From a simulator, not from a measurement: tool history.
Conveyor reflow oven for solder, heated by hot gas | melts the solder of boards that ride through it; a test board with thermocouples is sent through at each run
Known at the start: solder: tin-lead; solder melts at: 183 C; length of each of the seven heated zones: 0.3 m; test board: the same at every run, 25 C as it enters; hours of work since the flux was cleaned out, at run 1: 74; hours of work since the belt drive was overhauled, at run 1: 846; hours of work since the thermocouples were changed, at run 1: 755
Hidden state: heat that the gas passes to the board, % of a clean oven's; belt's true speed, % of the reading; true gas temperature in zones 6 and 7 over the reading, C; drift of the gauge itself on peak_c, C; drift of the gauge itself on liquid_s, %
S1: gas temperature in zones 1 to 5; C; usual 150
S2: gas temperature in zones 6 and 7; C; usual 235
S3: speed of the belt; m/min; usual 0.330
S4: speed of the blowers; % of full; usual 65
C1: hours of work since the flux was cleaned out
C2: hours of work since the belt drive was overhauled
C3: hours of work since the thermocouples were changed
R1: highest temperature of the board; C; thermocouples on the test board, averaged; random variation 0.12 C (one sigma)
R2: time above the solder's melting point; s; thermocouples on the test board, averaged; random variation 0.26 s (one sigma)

| run | hour | S1 | S2 | S3 | S4 | C1 | C2 | C3 | R1 | R2 |
|---|---|---|---|---|---|---|---|---|---|---|
| 1 | 0.0 | 150 | 235 | 0.330 | 65 | 74 | 846 | 755 | 221.8 | 93.9 |
| 2 | 73.2 | 150 | 235 | 0.330 | 86 | 125 | 898 | 806 | 224.3 | 96.6 |
| 3 | 112.7 | 150 | 235 | 0.330 | 65 | 152 | 925 | 834 | 221.2 | 93.7 |
| 4 | 147.9 | 150 | 235 | 0.330 | 65 | 177 | 950 | 859 | 221.2 | 93.4 |
|  | 163.4 | flux residue cleaned out of gas plates and filters |
|  | 183.5 | thermocouples of zones 6 and 7 changed |
| 5 | 196.6 | 150 | 235 | 0.330 | 65 | 22 | 979 | 9 | 220.4 | 93.2 |
| 6 | 244.0 | 150 | 235 | 0.330 | 65 | 55 | 1012 | 42 | 220.5 | 93.3 |
| 7 | 302.3 | 160 | 235 | 0.330 | 65 | 96 | 1053 | 83 | 222.0 | 101.1 |
| 8 | 358.2 | 150 | 246 | 0.343 | 65 | 135 | 1092 | 122 | 228.4 | 95.6 |
| 9 | 402.8 | 146 | 235 | 0.330 | 74 | 166 | 1123 | 153 | 220.7 | 91.3 |
|  | 432.9 | flux residue cleaned out of gas plates and filters |
| 10 | 441.3 | 150 | 226 | 0.297 | 54 | 6 | 1147 | 177 | 214.5 | 97.1 |
| 11 | 516.6 | 138 | 246 | 0.352 | 75 | 59 | 1200 | 230 | 227.9 | 87.2 |

Forecast run 12:
| 12 | 559.7 | 150 | 235 | 0.268 | 65 | 89 | 1230 | 260 | ? | ? |

R1: 226.1 C
R2: 122.0 s
Without the tool's hidden state the same run would have given R1 225.1 C, R2 119.0 s.
